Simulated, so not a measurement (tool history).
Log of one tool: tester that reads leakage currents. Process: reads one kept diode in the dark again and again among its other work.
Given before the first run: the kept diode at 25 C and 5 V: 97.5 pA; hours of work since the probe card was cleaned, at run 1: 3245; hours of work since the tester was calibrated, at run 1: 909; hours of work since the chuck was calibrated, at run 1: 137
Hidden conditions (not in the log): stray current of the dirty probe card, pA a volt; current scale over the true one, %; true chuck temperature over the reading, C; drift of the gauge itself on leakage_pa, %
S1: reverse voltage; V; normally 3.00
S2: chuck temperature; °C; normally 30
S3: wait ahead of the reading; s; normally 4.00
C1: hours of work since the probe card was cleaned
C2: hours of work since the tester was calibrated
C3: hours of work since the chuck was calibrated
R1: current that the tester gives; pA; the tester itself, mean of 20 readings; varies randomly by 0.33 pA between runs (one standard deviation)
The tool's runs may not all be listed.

run 1 hour=0.0 | S1=3.00 S2=30 S3=4.00 | C1=3245 C2=909 C3=137 | R1=110.30
run 2 hour=14.9 | S1=3.00 S2=26 S3=4.00 | C1=3256 C2=920 C3=148 | R1=82.10
run 3 hour=37.9 | S1=3.00 S2=26 S3=4.00 | C1=3272 C2=937 C3=165 | R1=82.09
run 4 hour=67.9 | S1=3.00 S2=30 S3=4.00 | C1=3294 C2=959 C3=187 | R1=111.65
run 5 hour=92.9 | S1=3.00 S2=30 S3=4.00 | C1=3313 C2=977 C3=205 | R1=112.09
run 6 hour=124.7 | S1=3.00 S2=30 S3=4.00 | C1=3336 C2=1000 C3=229 | R1=112.42
run 7 hour=147.7 | S1=3.00 S2=30 S3=4.00 | C1=3353 C2=1017 C3=245 | R1=111.96
run 8 hour=167.1 | S1=3.00 S2=30 S3=4.00 | C1=3367 C2=1032 C3=260 | R1=112.46
run 9 hour=192.1 | S1=3.00 S2=30 S3=4.00 | C1=3385 C2=1050 C3=278 | R1=112.68
-- hour=208.8 probe card cleaned and baked
run 10 hour=213.2 | S1=3.00 S2=30 S3=4.00 | C1=3 C2=1063 C3=291 | R1=114.12
run 11 hour=235.8 | S1=3.00 S2=30 S3=4.00 | C1=20 C2=1080 C3=308 | R1=114.20
run 12 hour=254.0 | S1=3.00 S2=30 S3=4.60 | C1=33 C2=1093 C3=321 | R1=113.89
run 13 hour=278.7 | S1=1.37 S2=30 S3=4.60 | C1=51 C2=1111 C3=339 | R1=71.85
run 14 hour=302.1 | S1=1.37 S2=30 S3=4.60 | C1=68 C2=1128 C3=356 | R1=72.06
run 15 hour=330.5 | S1=1.37 S2=30 S3=4.60 | C1=89 C2=1149 C3=377 | R1=71.91
run 16 hour=344.0 | S1=1.37 S2=30 S3=4.60 | C1=99 C2=1159 C3=387 | R1=72.17
-- hour=354.7 probe card cleaned and baked, once more
run 17 hour=362.0 | S1=3.00 S2=46 S3=4.00 | C1=5 C2=1170 C3=398 | R1=357.20
run 18 hour=378.8 | S1=15.16 S2=25 S3=4.00 | C1=18 C2=1182 C3=410 | R1=194.30
run 19 hour=397.4 | S1=15.16 S2=34 S3=4.00 | C1=31 C2=1196 C3=424 | R1=386.73
run 20 hour=426.0 | S1=15.16 S2=34 S3=4.00 | C1=52 C2=1217 C3=445 | R1=387.99
run 21 hour=453.1 | S1=2.79 S2=40 S3=4.00 | C1=72 C2=1237 C3=465 | R1=225.46
run 22 hour=479.6 | S1=1.69 S2=40 S3=4.00 | C1=92 C2=1256 C3=484 | R1=168.86
run 23 hour=504.6 | S1=18.74 S2=32 S3=5.38 | C1=110 C2=1275 C3=503 | R1=377.93
run 24 hour=531.1 | S1=1.14 S2=46 S3=2.13 | C1=129 C2=1294 C3=522 | R1=204.54
run 25 hour=550.1 | S1=1.14 S2=46 S3=2.13 | C1=143 C2=1308 C3=536 | R1=205.13
run 26 hour=570.9 | S1=3.01 S2=47 S3=1.81 | C1=159 C2=1323 C3=551 | R1=388.36
run 27 hour=586.5 | S1=5.73 S2=33 S3=6.04 | C1=170 C2=1335 C3=563 | R1=205.28
run 28 hour=601.9 | S1=3.00 S2=50 S3=0.65 | C1=181 C2=1346 C3=574 | R1=473.93
run 29 hour=631.3 | S1=3.61 S2=34 S3=0.65 | C1=203 C2=1367 C3=596 | R1=170.41
run 30 hour=649.3 | S1=4.71 S2=30 S3=0.77 | C1=216 C2=1381 C3=609 | R1=148.18
run 31 hour=677.6 | S1=11.70 S2=54 S3=5.36 | C1=237 C2=1401 C3=630 | R1=1374.92
run 32 hour=704.1 | S1=5.59 S2=48 S3=1.58 | C1=256 C2=1421 C3=649 | R1=600.02

Here are 5 independent what-if runs from the current tool condition. What would each one return?
run A hour=733.3 | S1=5.59 S2=48 S3=0.73 | C1=278 C2=1442 C3=670 | R1=?
run B hour=733.3 | S1=13.91 S2=56 S3=0.68 | C1=278 C2=1442 C3=670 | R1=?
run C hour=733.3 | S1=8.91 S2=30 S3=1.44 | C1=278 C2=1442 C3=670 | R1=?
run D hour=733.3 | S1=3.32 S2=39 S3=4.00 | C1=278 C2=1442 C3=670 | R1=?
run E hour=733.3 | S1=1.14 S2=32 S3=0.85 | C1=278 C2=1442 C3=670 | R1=?

run=A R1=601.49
run=B R1=1729.80
run=C R1=214.98
run=D R1=236.01
run=E R1=75.74
Had the tool no hidden state, the same runs would have come out as:
run=A R1=569.96
run=B R1=1643.12
run=C R1=202.06
run=D R1=222.91
run=E R1=71.37
